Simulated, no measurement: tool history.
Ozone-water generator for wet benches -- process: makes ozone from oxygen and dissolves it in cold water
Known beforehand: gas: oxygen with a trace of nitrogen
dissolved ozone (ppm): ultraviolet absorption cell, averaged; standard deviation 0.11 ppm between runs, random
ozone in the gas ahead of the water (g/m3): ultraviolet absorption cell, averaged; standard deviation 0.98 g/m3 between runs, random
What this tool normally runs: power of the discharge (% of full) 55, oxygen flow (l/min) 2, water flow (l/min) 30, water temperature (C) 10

| run | day | power of the discharge (% of full) | oxygen flow (l/min) | water flow (l/min) | water temperature (C) | dissolved ozone (ppm) | ozone in the gas ahead of the water (g/m3) |
|---|---|---|---|---|---|---|---|
| 1 | 0 | 55 | 2 | 30 | 10 | 5.8 | 168.8 |
| 2 | 1.304 | 46 | 2 | 30 | 10 | 4.9 | 145.3 |
| 3 | 2.408 | 46 | 2 | 30 | 10 | 5.1 | 145.2 |
| 4 | 3.083 | 55 | 2 | 30 | 10 | 6 | 166.9 |
| 5 | 4.467 | 55 | 2 | 30 | 10 | 5.9 | 168.8 |
| 6 | 5.467 | 55 | 2 | 30 | 10 | 5.9 | 170 |
| 7 | 6.6 | 55 | 2 | 30 | 10 | 5.9 | 170.7 |
| 8 | 7.429 | 55 | 2 | 30 | 10 | 6.1 | 168.6 |
| 9 | 8.879 | 55 | 2 | 30 | 10 | 5.6 | 168.8 |
| 10 | 10.379 | 55 | 2 | 30 | 10 | 5.8 | 168.1 |
| 11 | 11.933 | 55 | 2 | 30 | 10 | 5.9 | 170.4 |
| 12 | 13.488 | 55 | 2 | 30 | 10 | 5.7 | 170.3 |
| 13 | 14.5 | 55 | 2 | 30 | 10 | 6 | 167.6 |
| 14 | 15.792 | 55 | 1.14 | 19 | 13 | 8.1 | 241.6 |
| 15 | 17.125 | 55 | 1.14 | 19 | 13 | 8.1 | 238.7 |
| 16 | 18.683 | 55 | 1.14 | 19 | 13 | 8.3 | 239.1 |
| 17 | 19.342 | 41 | 1.22 | 40 | 12 | 2.9 | 175.6 |
| 18 | 20.562 | 41 | 1.22 | 40 | 12 | 2.8 | 176.8 |
| 19 | 21.604 | 68 | 2 | 30 | 10 | 7.1 | 203.6 |
| 20 | 22.983 | 68 | 2 | 30 | 10 | 7.1 | 204.2 |
| 21 | 23.625 | 68 | 2 | 30 | 10 | 7 | 202.7 |
| 22 | 24.879 | 68 | 2 | 30 | 10 | 6.9 | 204.6 |
| 23 | 26.1 | 63 | 2.31 | 30 | 10 | 7 | 175.8 |

Here are 3 independent what-if runs from the current tool condition. What would each one return?
| A | 27.1 | 80 | 2 | 38 | 8 | ? | ? |
| B | 27.1 | 55 | 3.14 | 30 | 14 | ? | ? |
| C | 27.1 | 52 | 1.57 | 30 | 12 | ? | ? |

| run | dissolved ozone (ppm) | ozone in the gas ahead of the water (g/m3) |
|---|---|---|
| A | 6.3 | 236.8 |
| B | 6.3 | 130.1 |
| C | 5.1 | 185.8 |
Take away the tool's hidden state, keep each run's random variation, and the runs would have read:
| run | dissolved ozone (ppm) | ozone in the gas ahead of the water (g/m3) |
|---|---|---|
| A | 6.3 | 237 |
| B | 6.3 | 130.2 |
| C | 5.1 | 185.9 |
